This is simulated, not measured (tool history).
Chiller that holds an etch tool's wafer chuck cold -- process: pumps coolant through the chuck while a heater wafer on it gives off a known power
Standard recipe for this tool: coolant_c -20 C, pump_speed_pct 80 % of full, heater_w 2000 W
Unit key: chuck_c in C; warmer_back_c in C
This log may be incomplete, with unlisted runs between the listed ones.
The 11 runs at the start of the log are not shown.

Run 12, hour 784.3: usual settings. Result: chuck_c -7.1 C, warmer_back_c 5.79 C.
Run 13, hour 830.1: usual settings. Result: chuck_c -7 C, warmer_back_c 5.8 C.
Run 14, hour 920.5: usual settings but heater_w 1534 W. Result: chuck_c -10 C, warmer_back_c 4.49 C.
Run 15, hour 960.8: usual settings. Result: chuck_c -7.1 C, warmer_back_c 5.85 C.
Run 16, hour 1043.5: usual settings. Result: chuck_c -7.1 C, warmer_back_c 5.83 C.
Run 17, hour 1109.9: usual settings but coolant_c -10 C, pump_speed_pct 77 % of full. Result: chuck_c 3.4 C, warmer_back_c 6.13 C.
Run 18, hour 1160.8: usual settings but pump_speed_pct 70 % of full, heater_w 1735 W. Result: chuck_c -7.3 C, warmer_back_c 5.88 C.
Run 19, hour 1256.5: usual settings but coolant_c -22 C, pump_speed_pct 89 % of full, heater_w 2585 W. Result: chuck_c -6.7 C, warmer_back_c 6.69 C.
Run 20, hour 1312.6: usual settings but coolant_c -22 C, pump_speed_pct 89 % of full, heater_w 2585 W. Result: chuck_c -6.8 C, warmer_back_c 6.73 C.
Run 21, hour 1356.9: usual settings but coolant_c -27 C, pump_speed_pct 88 % of full, heater_w 1069 W. Result: chuck_c -20.4 C, warmer_back_c 2.84 C.
Run 22, hour 1447.6: usual settings but coolant_c -27 C, pump_speed_pct 79 % of full, heater_w 1876 W. Result: chuck_c -14.5 C, warmer_back_c 5.56 C.
At hour 1469.2: chiller's thermometer calibrated.
Run 23, hour 1526.3: usual settings but coolant_c -27 C, pump_speed_pct 79 % of full, heater_w 1876 W. Result: chuck_c -14.7 C, warmer_back_c 5.63 C.
Run 24, hour 1609.9: usual settings but coolant_c -27 C, pump_speed_pct 92 % of full, heater_w 1901 W. Result: chuck_c -15.9 C, warmer_back_c 4.83 C.
Run 25, hour 1686.8: usual settings but pump_speed_pct 92 % of full, heater_w 1274 W. Result: chuck_c -12.7 C, warmer_back_c 3.19 C.
Run 26, hour 1766.1: usual settings but coolant_c -16 C, pump_speed_pct 62 % of full. Result: chuck_c 0.3 C, warmer_back_c 7.89 C.
Run 27, hour 1837.5: usual settings but coolant_c -16 C, pump_speed_pct 62 % of full. Result: chuck_c 0.3 C, warmer_back_c 7.84 C.
Run 28, hour 1913.7: usual settings but coolant_c -22 C, pump_speed_pct 79 % of full. Result: chuck_c -8.7 C, warmer_back_c 6.07 C.
Run 29, hour 1965.2: usual settings but coolant_c -22 C, pump_speed_pct 79 % of full. Result: chuck_c -8.7 C, warmer_back_c 6.02 C.
Run 30, hour 2004.6: usual settings but pump_speed_pct 79 % of full, heater_w 2595 W. Result: chuck_c -2.8 C, warmer_back_c 7.82 C.
Run 31, hour 2047.6: usual settings but coolant_c -12 C, pump_speed_pct 63 % of full, heater_w 1764 W. Result: chuck_c 2.4 C, warmer_back_c 6.87 C.

Here are 4 independent what-if runs from the current tool condition. What would each one return?
Run A, hour 2141.6: usual settings but coolant_c -14 C, pump_speed_pct 63 % of full, heater_w 1764 W. Result: chuck_c ?, warmer_back_c ?.
Run B, hour 2141.6: usual settings but coolant_c -27 C, pump_speed_pct 93 % of full, heater_w 1194 W. Result: chuck_c ?, warmer_back_c ?.
Run C, hour 2141.6: usual settings but heater_w 1692 W. Result: chuck_c ?, warmer_back_c ?.
Run D, hour 2141.6: usual settings but coolant_c -13 C, pump_speed_pct 87 % of full. Result: chuck_c ?, warmer_back_c ?.

run  chuck_c  warmer_back_c
  A      0.3           6.84
  B    -20.1              3
  C     -8.7           5.03
  D     -0.7           5.36
The same runs, with their run-to-run variation unchanged, on a tool lacking any hidden condition would have given:
run  chuck_c  warmer_back_c
  A     -0.5           6.61
  B    -20.5            2.9
  C     -9.4           4.87
  D     -1.4           5.18

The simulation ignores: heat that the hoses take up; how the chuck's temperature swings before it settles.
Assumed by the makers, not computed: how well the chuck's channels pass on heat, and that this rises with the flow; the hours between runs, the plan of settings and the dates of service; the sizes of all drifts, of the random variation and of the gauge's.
